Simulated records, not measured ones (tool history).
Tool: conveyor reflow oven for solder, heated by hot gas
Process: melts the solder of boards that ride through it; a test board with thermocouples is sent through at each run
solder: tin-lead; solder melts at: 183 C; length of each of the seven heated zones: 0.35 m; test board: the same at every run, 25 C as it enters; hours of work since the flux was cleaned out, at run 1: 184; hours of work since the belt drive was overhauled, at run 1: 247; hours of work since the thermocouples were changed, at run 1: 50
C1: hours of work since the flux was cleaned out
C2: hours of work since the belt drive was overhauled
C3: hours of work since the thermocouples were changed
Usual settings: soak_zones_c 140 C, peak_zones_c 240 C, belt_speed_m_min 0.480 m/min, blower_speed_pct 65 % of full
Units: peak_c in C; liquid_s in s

run 1 hour=0.0 | soak_zones_c=140 peak_zones_c=240 belt_speed_m_min=0.480 blower_speed_pct=65 | C1=184 C2=247 C3=50 | peak_c=219.43 liquid_s=67.5
run 2 hour=4.6 | soak_zones_c=140 peak_zones_c=240 belt_speed_m_min=0.480 blower_speed_pct=65 | C1=187 C2=250 C3=54 | peak_c=219.40 liquid_s=67.7
run 3 hour=13.5 | soak_zones_c=140 peak_zones_c=240 belt_speed_m_min=0.480 blower_speed_pct=65 | C1=193 C2=256 C3=60 | peak_c=219.28 liquid_s=67.7
run 4 hour=19.2 | soak_zones_c=140 peak_zones_c=240 belt_speed_m_min=0.480 blower_speed_pct=53 | C1=197 C2=260 C3=63 | peak_c=216.14 liquid_s=64.2
run 5 hour=25.1 | soak_zones_c=140 peak_zones_c=240 belt_speed_m_min=0.480 blower_speed_pct=53 | C1=201 C2=264 C3=67 | peak_c=216.27 liquid_s=64.1
run 6 hour=30.6 | soak_zones_c=146 peak_zones_c=240 belt_speed_m_min=0.445 blower_speed_pct=65 | C1=204 C2=267 C3=71 | peak_c=223.18 liquid_s=79.6
run 7 hour=35.3 | soak_zones_c=146 peak_zones_c=240 belt_speed_m_min=0.445 blower_speed_pct=65 | C1=208 C2=271 C3=74 | peak_c=223.21 liquid_s=79.5
run 8 hour=41.5 | soak_zones_c=154 peak_zones_c=242 belt_speed_m_min=0.396 blower_speed_pct=75 | C1=212 C2=275 C3=79 | peak_c=231.09 liquid_s=100.4
run 9 hour=47.2 | soak_zones_c=133 peak_zones_c=234 belt_speed_m_min=0.514 blower_speed_pct=54 | C1=216 C2=279 C3=82 | peak_c=207.09 liquid_s=47.4
run 10 hour=52.8 | soak_zones_c=126 peak_zones_c=248 belt_speed_m_min=0.579 blower_speed_pct=88 | C1=219 C2=282 C3=86 | peak_c=220.26 liquid_s=52.0

Forecast each of these 4 alternatives for the next run:
run A hour=61.5 | soak_zones_c=126 peak_zones_c=231 belt_speed_m_min=0.579 blower_speed_pct=88 | C1=225 C2=288 C3=92 | peak_c=? liquid_s=?
run B hour=61.5 | soak_zones_c=140 peak_zones_c=240 belt_speed_m_min=0.501 blower_speed_pct=72 | C1=225 C2=288 C3=92 | peak_c=? liquid_s=?
run C hour=61.5 | soak_zones_c=140 peak_zones_c=240 belt_speed_m_min=0.492 blower_speed_pct=65 | C1=225 C2=288 C3=92 | peak_c=? liquid_s=?
run D hour=61.5 | soak_zones_c=152 peak_zones_c=240 belt_speed_m_min=0.387 blower_speed_pct=65 | C1=225 C2=288 C3=92 | peak_c=? liquid_s=?

run=A peak_c=206.57 liquid_s=39.9
run=B peak_c=219.28 liquid_s=64.6
run=C peak_c=218.30 liquid_s=65.0
run=D peak_c=228.18 liquid_s=99.7
Without the tool's hidden state the same runs would have given:
run=A peak_c=207.51 liquid_s=40.9
run=B peak_c=219.85 liquid_s=64.8
run=C peak_c=218.81 liquid_s=65.2
run=D peak_c=228.25 liquid_s=99.2
